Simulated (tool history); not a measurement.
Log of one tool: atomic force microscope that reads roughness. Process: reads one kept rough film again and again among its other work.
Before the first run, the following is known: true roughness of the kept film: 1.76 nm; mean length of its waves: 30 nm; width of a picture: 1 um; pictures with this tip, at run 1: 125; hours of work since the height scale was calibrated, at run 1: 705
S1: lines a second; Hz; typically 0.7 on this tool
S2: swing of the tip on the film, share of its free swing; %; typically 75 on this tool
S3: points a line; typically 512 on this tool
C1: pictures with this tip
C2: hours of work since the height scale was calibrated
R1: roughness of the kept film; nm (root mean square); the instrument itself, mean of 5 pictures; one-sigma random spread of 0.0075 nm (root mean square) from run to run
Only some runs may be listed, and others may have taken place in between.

{"run": 1, "hour": 0.0, "S1": 0.7, "S2": 75, "S3": 512, "C1": 125, "C2": 705, "R1": 1.336}
{"hour": 24.3, "done": "new tip fitted"}
{"run": 2, "hour": 55.2, "S1": 0.7, "S2": 75, "S3": 512, "C1": 32, "C2": 728, "R1": 1.504}
{"run": 3, "hour": 97.2, "S1": 0.7, "S2": 75, "S3": 512, "C1": 74, "C2": 745, "R1": 1.42}
{"run": 4, "hour": 161.7, "S1": 0.7, "S2": 75, "S3": 989, "C1": 139, "C2": 772, "R1": 1.302}
{"hour": 174.2, "done": "new tip fitted"}
{"run": 5, "hour": 242.1, "S1": 0.7, "S2": 75, "S3": 989, "C1": 68, "C2": 805, "R1": 1.446}
{"run": 6, "hour": 303.1, "S1": 0.7, "S2": 75, "S3": 989, "C1": 130, "C2": 830, "R1": 1.338}
{"hour": 321.3, "done": "new tip fitted"}
{"run": 7, "hour": 376.5, "S1": 1.675, "S2": 75, "S3": 989, "C1": 56, "C2": 861, "R1": 1.399}
{"run": 8, "hour": 462.7, "S1": 1.675, "S2": 75, "S3": 989, "C1": 143, "C2": 897, "R1": 1.245}
{"hour": 467.9, "done": "new tip fitted"}
{"run": 9, "hour": 526.9, "S1": 0.7, "S2": 75, "S3": 512, "C1": 59, "C2": 923, "R1": 1.455}
{"run": 10, "hour": 575.0, "S1": 0.7, "S2": 75, "S3": 512, "C1": 107, "C2": 943, "R1": 1.355}
{"hour": 613.8, "done": "new tip fitted"}
{"run": 11, "hour": 617.3, "S1": 0.7, "S2": 75, "S3": 512, "C1": 4, "C2": 960, "R1": 1.572}
{"run": 12, "hour": 662.3, "S1": 0.7, "S2": 75, "S3": 650, "C1": 49, "C2": 979, "R1": 1.472}
{"run": 13, "hour": 741.4, "S1": 3.337, "S2": 79, "S3": 266, "C1": 129, "C2": 1012, "R1": 1.139}
{"hour": 760.8, "done": "new tip fitted"}
{"run": 14, "hour": 813.4, "S1": 3.337, "S2": 79, "S3": 266, "C1": 53, "C2": 1042, "R1": 1.272}
{"hour": 817.9, "done": "height scale calibrated on a step standard"}
{"run": 15, "hour": 898.7, "S1": 3.337, "S2": 79, "S3": 266, "C1": 137, "C2": 34, "R1": 1.146}
{"hour": 910.7, "done": "new tip fitted"}
{"run": 16, "hour": 978.6, "S1": 0.548, "S2": 68, "S3": 803, "C1": 68, "C2": 67, "R1": 1.479}
{"run": 17, "hour": 1032.8, "S1": 1.899, "S2": 70, "S3": 722, "C1": 123, "C2": 89, "R1": 1.301}
{"hour": 1047.7, "done": "height scale calibrated on a step standard, once more"}
{"hour": 1054.8, "done": "new tip fitted"}
{"run": 18, "hour": 1122.6, "S1": 1.899, "S2": 78, "S3": 311, "C1": 68, "C2": 31, "R1": 1.328}
{"run": 19, "hour": 1196.8, "S1": 1.899, "S2": 78, "S3": 311, "C1": 143, "C2": 62, "R1": 1.209}
{"hour": 1205.2, "done": "new tip fitted"}
{"run": 20, "hour": 1234.9, "S1": 2.993, "S2": 73, "S3": 689, "C1": 30, "C2": 77, "R1": 1.394}
{"run": 21, "hour": 1279.1, "S1": 0.56, "S2": 76, "S3": 958, "C1": 74, "C2": 96, "R1": 1.428}
{"run": 22, "hour": 1321.5, "S1": 1.06, "S2": 75, "S3": 471, "C1": 117, "C2": 113, "R1": 1.327}
{"hour": 1351.6, "done": "new tip fitted"}
{"run": 23, "hour": 1372.1, "S1": 1.06, "S2": 75, "S3": 471, "C1": 20, "C2": 134, "R1": 1.495}
{"run": 24, "hour": 1417.6, "S1": 1.06, "S2": 75, "S3": 471, "C1": 66, "C2": 153, "R1": 1.394}

Some steps in R1 between neighbouring runs. How much of each would the tool show without its hidden state too (settings, what came in, random variation), and how much is left for the hidden state, with any gauge scatter that isn't in both results?
Hidden state at play: radius of the tip, nm; height scale over the true one, %; drift of the gauge itself on roughness_nm, %.
Run 10 -> 11: new tip fitted. R1 +0.217 nm (root mean square): hidden state +0.21, all else +0.007.
Run 12 -> 13: S1 0.7 -> 3.337, S2 75 -> 79, S3 650 -> 266. R1 -0.333 nm (root mean square): hidden state -0.117, all else -0.216.
Run 15 -> 16: S1 3.337 -> 0.548, S2 79 -> 68, S3 266 -> 803, new tip fitted. R1 +0.333 nm (root mean square): hidden state +0.081, all else +0.252.
Run 19 -> 20: S1 1.899 -> 2.993, S2 78 -> 73, S3 311 -> 689, new tip fitted. R1 +0.185 nm (root mean square): hidden state +0.206, all else -0.021.
